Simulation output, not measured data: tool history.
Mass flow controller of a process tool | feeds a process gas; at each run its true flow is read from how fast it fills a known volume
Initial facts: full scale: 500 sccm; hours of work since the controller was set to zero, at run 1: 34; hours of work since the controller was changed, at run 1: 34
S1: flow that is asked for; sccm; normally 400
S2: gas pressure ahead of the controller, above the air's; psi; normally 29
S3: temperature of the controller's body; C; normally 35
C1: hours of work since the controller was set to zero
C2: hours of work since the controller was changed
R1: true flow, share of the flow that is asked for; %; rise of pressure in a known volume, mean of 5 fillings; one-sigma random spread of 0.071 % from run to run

run    hour   S1    S2  S3   C1    C2      R1
  1       0  400    29  35   34    34  100.07
  2    52.6  400    29  35   66    66  100.14
  3    95.4  400    29  35   93    93   99.94
  4   180.9  400    29  35  145   145   99.96
  5   237.8  400    29  35  180   180   99.95
  6   276.4  116    29  35  204   204      99
  7   316.9  116    29  35  229   229   99.03
  8   402.2  105    29  35  281   281   98.76
  9   471.3  105    29  35  323   323   98.89
 10   554.7  105    29  35  375   375   98.67
 11   606.4  105    29  35  406   406   98.67
 12   674.9  105    29  35  448   448   98.73
 13   735.9  105    29  35  486   486   98.73
 14   774.7  400    29  35  510   510   99.79
 15   858.5  400    29  35  561   561   99.77
 16   903.6  400    29  35  589   589   99.72
 17   996.7  400    29  35  646   646   99.79
     1004.6  -- controller's zero set anew
 18  1041.2  400    29  35   23   673   99.65
 19  1084.8  400    29  35   49   700   99.69
 20  1126.6  109    29  35   75   725   98.32
 21  1199.8  109    29  35  120   770   98.42
 22  1279.1  109    29  35  168   819   98.18
 23  1333.9  109    29  35  202   853   98.32
     1414.2  -- controller's zero set anew, once more
 24  1419.1  109    29  35    3   905    98.7
 25    1489  400    29  33   46   947   99.63
 26  1552.5  105  25.1  34   85   986   98.75
 27  1622.5   68  30.3  24  128  1029      98
 28  1680.6   68  30.3  24  164  1065   98.04
 29    1721   78  37.4  25  188  1090   97.83
 30  1773.1   78  37.4  25  220  1122   97.77
 31  1837.4   78  37.4  25  260  1161   97.83
 32    1879   78  31.5  31  285  1187   98.11
 33  1918.2  118    40  31  309  1211   98.11
 34  1998.4  195  29.6  39  359  1260   99.07
 35  2074.7   93  32.1  31  405  1307   98.06
 36  2112.5   76  33.6  35  429  1330      98
 37    2176   76  33.6  35  468  1369   97.98
 38  2234.4  400  23.5  26  503  1405   99.36
 39  2283.6  153  38.6  37  534  1435   98.34
 40  2374.4   66  38.6  37  589  1491    97.7
 41  2444.3   69  29.6  30  632  1534   97.72
 42    2526   69  29.6  30  682  1584   97.47
 43  2603.1  103  39.6  35  730  1631   97.78
 44  2668.9  218  32.8  24  770  1672   98.06
 45  2741.8  400    29  29  815  1716   99.12
 46  2833.6  147  38.7  39  871  1773   98.11
 47  2896.5  147  38.7  39  910  1811   98.02
 48  2943.8  166    29  27  939  1840   98.02

What would each run have given without the hidden state, its run-to-run variation left as it was?
Hidden state present: flow at rest that the sensor doesn't see, % of full scale; true flow over the shown one, %; drift of the gauge itself on true_pct, %.
run      R1
  1  100.02
  2  100.11
  3   99.92
  4   99.97
  5   99.97
  6   99.13
  7   99.18
  8   98.97
  9   99.13
 10   98.95
 11   98.97
 12   99.06
 13    99.1
 14   99.99
 15   99.99
 16   99.96
 17  100.06
 18   99.98
 19  100.03
 20   99.06
 21    99.2
 22   98.99
 23   99.16
 24   99.06
 25   99.97
 26   99.18
 27   98.54
 28    98.6
 29   98.39
 30   98.37
 31   98.47
 32   98.77
 33   98.71
 34   99.63
 35   98.79
 36    98.8
 37   98.82
 38   99.95
 39   99.05
 40   98.71
 41   98.76
 42   98.56
 43   98.74
 44   98.86
 45   99.87
 46   99.07
 47      99
 48   98.99
